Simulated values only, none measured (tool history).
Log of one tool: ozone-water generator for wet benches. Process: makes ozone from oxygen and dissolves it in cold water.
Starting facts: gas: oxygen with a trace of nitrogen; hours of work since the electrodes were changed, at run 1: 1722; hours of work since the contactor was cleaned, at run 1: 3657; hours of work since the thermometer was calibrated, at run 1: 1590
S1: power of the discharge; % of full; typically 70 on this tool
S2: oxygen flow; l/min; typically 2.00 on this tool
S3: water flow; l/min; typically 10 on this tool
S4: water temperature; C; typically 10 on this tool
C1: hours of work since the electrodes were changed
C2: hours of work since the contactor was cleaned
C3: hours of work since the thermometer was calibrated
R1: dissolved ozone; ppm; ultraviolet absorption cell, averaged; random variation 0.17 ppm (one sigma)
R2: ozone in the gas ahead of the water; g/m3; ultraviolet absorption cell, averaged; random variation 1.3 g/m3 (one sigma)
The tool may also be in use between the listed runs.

run	hour	S1	S2	S3	S4	C1	C2	C3	R1	R2
1	0.0	70	2.00	10	10	1722	3657	1590	22.3	245.0
2	46.6	70	2.00	10	10	1765	3699	1633	22.6	243.9
3	79.4	70	2.00	10	10	1795	3730	1663	22.6	241.0
4	104.6	70	2.00	10	9	1818	3753	1687	23.1	243.8
5	145.9	70	2.00	10	9	1856	3791	1725	22.9	244.7
6	173.6	70	2.00	10	9	1882	3816	1750	23.0	245.7
7	220.4	70	3.21	10	9	1925	3859	1793	22.4	176.4
# hour 238.3: contactor cleaned
8	248.0	70	2.00	10	10	1946	9	1815	22.9	244.5
9	271.2	70	2.00	10	10	1968	30	1836	22.5	243.5
10	301.6	70	2.00	10	10	1996	58	1864	22.8	244.4
11	329.5	70	2.00	10	12	2021	84	1890	22.3	247.1
12	369.5	70	2.00	10	12	2058	121	1926	22.3	247.2
13	409.8	70	2.00	10	12	2095	158	1963	22.2	245.8
14	454.8	70	2.00	10	13	2136	199	2005	22.1	248.7
15	483.1	70	1.82	10	10	2162	225	2031	22.8	263.1
16	515.8	70	1.82	10	10	2193	255	2061	22.3	260.7
17	566.5	70	2.00	7	6	2239	302	2108	33.0	242.4
18	614.5	74	2.00	7	11	2283	346	2152	32.4	251.5
19	657.4	74	2.00	7	13	2323	385	2191	31.5	253.0
20	688.5	74	2.00	7	13	2351	414	2220	31.8	255.1
21	721.0	74	2.00	7	13	2381	444	2250	31.8	255.3
22	753.0	74	2.26	7	7	2411	473	2279	33.7	233.2
23	775.4	70	2.36	14	17	2431	494	2300	14.9	218.4
24	815.2	70	2.36	14	17	2468	531	2336	14.9	219.7
25	840.3	70	2.36	14	17	2491	554	2359	15.4	217.8
26	866.7	70	2.00	10	13	2515	578	2384	22.1	244.2
27	897.5	70	2.00	10	13	2544	606	2412	22.1	246.8
28	938.3	43	2.00	7	10	2581	644	2450	22.7	175.7
29	959.3	43	2.00	7	10	2600	663	2469	22.9	176.0
30	1003.0	53	2.67	16	9	2641	703	2509	11.8	166.7
31	1045.9	70	2.94	10	13	2680	743	2548	21.4	186.7
32	1089.7	63	2.00	8	8	2720	783	2589	26.4	226.6

Below are 3 alternative next runs, each starting from the tool's condition after run 32. Predict each:
A	1123.1	63	1.27	8	8	2751	814	2619	?	?
B	1123.1	46	2.37	10	9	2751	814	2619	?	?
C	1123.1	51	2.00	7	10	2751	814	2619	?	?

run	R1	R2
A	26.9	307.9
B	17.0	164.6
C	25.4	199.0
Had the tool no hidden state, the same runs would have come out as:
run	R1	R2
A	26.9	308.1
B	17.0	164.7
C	25.4	199.1
